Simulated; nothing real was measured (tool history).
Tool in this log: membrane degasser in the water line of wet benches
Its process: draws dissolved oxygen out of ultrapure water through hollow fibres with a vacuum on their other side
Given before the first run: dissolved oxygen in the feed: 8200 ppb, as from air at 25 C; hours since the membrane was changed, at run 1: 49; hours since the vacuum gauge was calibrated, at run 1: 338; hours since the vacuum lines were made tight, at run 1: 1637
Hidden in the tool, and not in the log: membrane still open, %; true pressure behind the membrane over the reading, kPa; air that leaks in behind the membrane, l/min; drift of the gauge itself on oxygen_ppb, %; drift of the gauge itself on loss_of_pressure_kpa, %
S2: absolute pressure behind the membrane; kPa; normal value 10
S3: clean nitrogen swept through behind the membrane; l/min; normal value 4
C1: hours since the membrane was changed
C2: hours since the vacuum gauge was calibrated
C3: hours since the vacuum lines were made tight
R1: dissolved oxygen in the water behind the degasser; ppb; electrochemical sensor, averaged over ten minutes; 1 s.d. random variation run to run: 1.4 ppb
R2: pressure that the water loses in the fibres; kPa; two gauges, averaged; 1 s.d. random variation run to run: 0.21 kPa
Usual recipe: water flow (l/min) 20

Run 1, hour 0: usual settings; C1 49; C2 338; C3 1637. Result: R1 140.7 ppb, R2 46.78 kPa.
Run 2, hour 79.9: usual settings; C1 129; C2 418; C3 1717. Result: R1 140.6 ppb, R2 47.05 kPa.
Run 3, hour 124: usual settings; C1 173; C2 462; C3 1761. Result: R1 141.7 ppb, R2 47.1 kPa.
Run 4, hour 219.3: usual settings; C1 268; C2 557; C3 1856. Result: R1 138.4 ppb, R2 47.26 kPa.
Run 5, hour 318.3: usual settings; C1 367; C2 656; C3 1955. Result: R1 141.3 ppb, R2 47.22 kPa.
Run 6, hour 398.7: usual settings; C1 448; C2 736; C3 2036. Result: R1 139.2 ppb, R2 47.31 kPa.
Run 7, hour 462.7: usual settings; C1 512; C2 800; C3 2100. Result: R1 139.7 ppb, R2 46.93 kPa.
Run 8, hour 537.1: usual settings; C1 586; C2 875; C3 2174. Result: R1 138.8 ppb, R2 47.37 kPa.
Run 9, hour 594.6: usual settings; C1 644; C2 932; C3 2232. Result: R1 141.9 ppb, R2 46.92 kPa.
Run 10, hour 657.9: usual settings; C1 707; C2 996; C3 2295. Result: R1 142.3 ppb, R2 46.8 kPa.
Run 11, hour 729.4: usual settings but S2 12.6 kPa; C1 778; C2 1067; C3 2366. Result: R1 172.6 ppb, R2 46.84 kPa.
Run 12, hour 789.6: usual settings; C1 839; C2 1127; C3 2427. Result: R1 143.9 ppb, R2 46.68 kPa.
Run 13, hour 864.2: usual settings; C1 913; C2 1202; C3 2501. Result: R1 141.5 ppb, R2 46.67 kPa.
Run 14, hour 957.6: usual settings; C1 1007; C2 1295; C3 2595. Result: R1 140 ppb, R2 46.42 kPa.
Run 15, hour 1005: usual settings; C1 1054; C2 1343; C3 2642. Result: R1 139.8 ppb, R2 46.89 kPa.
Run 16, hour 1098.9: usual settings; C1 1148; C2 1437; C3 2736. Result: R1 140.7 ppb, R2 46.36 kPa.
Run 17, hour 1171.8: usual settings; C1 1221; C2 1510; C3 2809. Result: R1 141.2 ppb, R2 46.43 kPa.
Run 18, hour 1231.9: usual settings; C1 1281; C2 1570; C3 2869. Result: R1 141.3 ppb, R2 46.85 kPa.
Run 19, hour 1296.2: usual settings but S2 14.9 kPa, S3 9.63 l/min; C1 1345; C2 1634; C3 2933. Result: R1 117.5 ppb, R2 46.69 kPa.
Run 20, hour 1381.3: usual settings but water flow (l/min) 13, S3 4.9 l/min; C1 1430; C2 1719; C3 3018. Result: R1 59.1 ppb, R2 30.67 kPa.
Run 21, hour 1465.4: usual settings but S2 6.7 kPa, S3 2.23 l/min; C1 1514; C2 1803; C3 3102. Result: R1 133.1 ppb, R2 46.37 kPa.
Run 22, hour 1553.6: usual settings but water flow (l/min) 25, S2 15.8 kPa, S3 4.64 l/min; C1 1603; C2 1891; C3 3191. Result: R1 265.2 ppb, R2 57.95 kPa.
Run 23, hour 1608.2: usual settings but water flow (l/min) 24, S2 22.6 kPa, S3 7.36 l/min; C1 1657; C2 1946; C3 3245. Result: R1 252.6 ppb, R2 55.65 kPa.
At hour 1615.5: gauge calibrated.
Run 24, hour 1657: usual settings but water flow (l/min) 24, S2 22.6 kPa, S3 7.36 l/min; C1 1706; C2 1995; C3 3294. Result: R1 248 ppb, R2 57.2 kPa.
Run 25, hour 1716.3: usual settings but water flow (l/min) 19, S3 2.47 l/min; C1 1765; C2 2054; C3 3353. Result: R1 173.1 ppb, R2 44.81 kPa.
Run 26, hour 1799: usual settings but water flow (l/min) 22, S2 10.7 kPa, S3 4.25 l/min; C1 1848; C2 2137; C3 3436. Result: R1 171.8 ppb, R2 52.05 kPa.
Run 27, hour 1863: usual settings but water flow (l/min) 31, S3 2.15 l/min; C1 1912; C2 2201; C3 3500. Result: R1 389.3 ppb, R2 73.09 kPa.
Run 28, hour 1956.9: usual settings but water flow (l/min) 15, S2 17.5 kPa, S3 8.77 l/min; C1 2006; C2 2295; C3 3594. Result: R1 83.4 ppb, R2 35.16 kPa.
Run 29, hour 2006.3: usual settings but water flow (l/min) 15, S2 17.5 kPa, S3 8.77 l/min; C1 2055; C2 2344; C3 3643. Result: R1 84.8 ppb, R2 35.46 kPa.
Run 30, hour 2110: usual settings but water flow (l/min) 24, S2 22.9 kPa, S3 2.29 l/min; C1 2159; C2 2448; C3 3747. Result: R1 553 ppb, R2 56.72 kPa.
Run 31, hour 2162.6: usual settings but water flow (l/min) 15, S2 13.9 kPa, S3 3.35 l/min; C1 2212; C2 2500; C3 3800. Result: R1 138.6 ppb, R2 35.1 kPa.
Run 32, hour 2242.5: usual settings but water flow (l/min) 27; C1 2292; C2 2580; C3 3880. Result: R1 240.7 ppb, R2 63.41 kPa.
Run 33, hour 2298.9: usual settings but S3 3.96 l/min; C1 2348; C2 2637; C3 3936. Result: R1 140.5 ppb, R2 46.85 kPa.

3 options for the next run, each taken on its own from the tool as it stands now. Forecast them:
Run A, hour 2362.3: usual settings but S2 24.4 kPa, S3 3.33 l/min; C1 2411; C2 2700; C3 3999. Result: R1 ?, R2 ?.
Run B, hour 2362.3: usual settings but water flow (l/min) 19, S3 3.96 l/min; C1 2411; C2 2700; C3 3999. Result: R1 ?, R2 ?.
Run C, hour 2362.3: usual settings but water flow (l/min) 24, S2 6.7 kPa, S3 9.89 l/min; C1 2411; C2 2700; C3 3999. Result: R1 ?, R2 ?.

run     R1     R2
  A  353.5  46.93
  B  128.7  44.29
  C  116.4  55.71
Stripped of hidden state, with their random variation kept, the same runs would have yielded:
run     R1     R2
  A  353.3  47.46
  B  128.6  44.79
  C  116.3  56.35

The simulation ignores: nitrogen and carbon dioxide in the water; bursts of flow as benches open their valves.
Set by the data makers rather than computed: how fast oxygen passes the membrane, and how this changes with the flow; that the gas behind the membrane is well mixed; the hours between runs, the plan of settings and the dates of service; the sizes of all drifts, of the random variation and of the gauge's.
